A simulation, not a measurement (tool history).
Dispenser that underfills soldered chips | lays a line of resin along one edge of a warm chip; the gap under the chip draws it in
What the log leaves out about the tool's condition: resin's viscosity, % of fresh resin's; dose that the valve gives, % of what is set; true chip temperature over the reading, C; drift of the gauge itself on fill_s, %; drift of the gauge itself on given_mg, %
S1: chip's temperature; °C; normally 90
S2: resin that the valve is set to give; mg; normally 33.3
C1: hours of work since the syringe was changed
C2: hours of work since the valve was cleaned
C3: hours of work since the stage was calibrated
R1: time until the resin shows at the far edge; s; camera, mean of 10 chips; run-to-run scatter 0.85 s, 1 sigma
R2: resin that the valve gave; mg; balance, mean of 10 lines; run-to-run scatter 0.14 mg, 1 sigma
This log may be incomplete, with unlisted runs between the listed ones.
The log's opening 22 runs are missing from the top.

{"run": 23, "day": 3.542, "S1": 85, "S2": 29.5, "C1": 4, "C2": 65, "C3": 155, "R1": 130.9, "R2": 27.98}
{"day": 3.65, "done": "new syringe of resin"}
{"run": 24, "day": 3.75, "S1": 90, "S2": 29, "C1": 2, "C2": 68, "C3": 159, "R1": 94, "R2": 27.29}
{"run": 25, "day": 3.925, "S1": 90, "S2": 29, "C1": 5, "C2": 71, "C3": 162, "R1": 121.5, "R2": 27.27}
{"day": 3.967, "done": "new syringe of resin"}
{"run": 26, "day": 4.071, "S1": 94, "S2": 29, "C1": 2, "C2": 74, "C3": 165, "R1": 81.1, "R2": 27.29}
{"run": 27, "day": 4.233, "S1": 99, "S2": 38.6, "C1": 5, "C2": 77, "C3": 167, "R1": 81.6, "R2": 36.04}
{"day": 4.288, "done": "new syringe of resin"}
{"run": 28, "day": 4.4, "S1": 86, "S2": 31.9, "C1": 2, "C2": 80, "C3": 170, "R1": 107.1, "R2": 29.75}
{"day": 4.475, "done": "dispensing valve cleaned and set on the balance"}
{"run": 29, "day": 4.571, "S1": 86, "S2": 31.9, "C1": 4, "C2": 2, "C3": 173, "R1": 130.1, "R2": 31.59}
{"day": 4.654, "done": "new syringe of resin"}
{"run": 30, "day": 4.717, "S1": 86, "S2": 31.9, "C1": 1, "C2": 4, "C3": 175, "R1": 94.7, "R2": 31.89}
{"run": 31, "day": 4.817, "S1": 86, "S2": 31.9, "C1": 3, "C2": 6, "C3": 177, "R1": 111.9, "R2": 31.67}
{"run": 32, "day": 4.946, "S1": 80, "S2": 31.4, "C1": 5, "C2": 8, "C3": 179, "R1": 165.1, "R2": 31.01}
{"day": 4.975, "done": "new syringe of resin"}
{"run": 33, "day": 5.142, "S1": 88, "S2": 39.3, "C1": 3, "C2": 12, "C3": 183, "R1": 105.8, "R2": 38.58}
{"day": 5.292, "done": "new syringe of resin"}
{"run": 34, "day": 5.317, "S1": 80, "S2": 42, "C1": 0, "C2": 15, "C3": 185, "R1": 109.7, "R2": 41.21}
{"run": 35, "day": 5.517, "S1": 100, "S2": 40.1, "C1": 4, "C2": 18, "C3": 189, "R1": 76.6, "R2": 39.35}
{"day": 5.612, "done": "new syringe of resin"}
{"run": 36, "day": 5.658, "S1": 80, "S2": 32.6, "C1": 1, "C2": 21, "C3": 192, "R1": 116.4, "R2": 31.92}
{"run": 37, "day": 5.792, "S1": 80, "S2": 29.5, "C1": 3, "C2": 23, "C3": 194, "R1": 143.7, "R2": 28.68}

Alternative continuations, all from the tool just after run 37; predict every row:
{"run": "A", "day": 5.908, "S1": 92, "S2": 34.6, "C1": 5, "C2": 25, "C3": 196, "R1": "?", "R2": "?"}
{"run": "B", "day": 5.908, "S1": 90, "S2": 32.2, "C1": 5, "C2": 25, "C3": 196, "R1": "?", "R2": "?"}
{"run": "C", "day": 5.908, "S1": 85, "S2": 35.3, "C1": 5, "C2": 25, "C3": 196, "R1": "?", "R2": "?"}

run=A R1=113.1 R2=33.55
run=B R1=122.6 R2=31.44
run=C R1=140.5 R2=34.54
Had the tool no hidden state, the same runs would have come out as:
run=A R1=74.6 R2=34.42
run=B R1=80.9 R2=32.26
run=C R1=92.7 R2=35.44
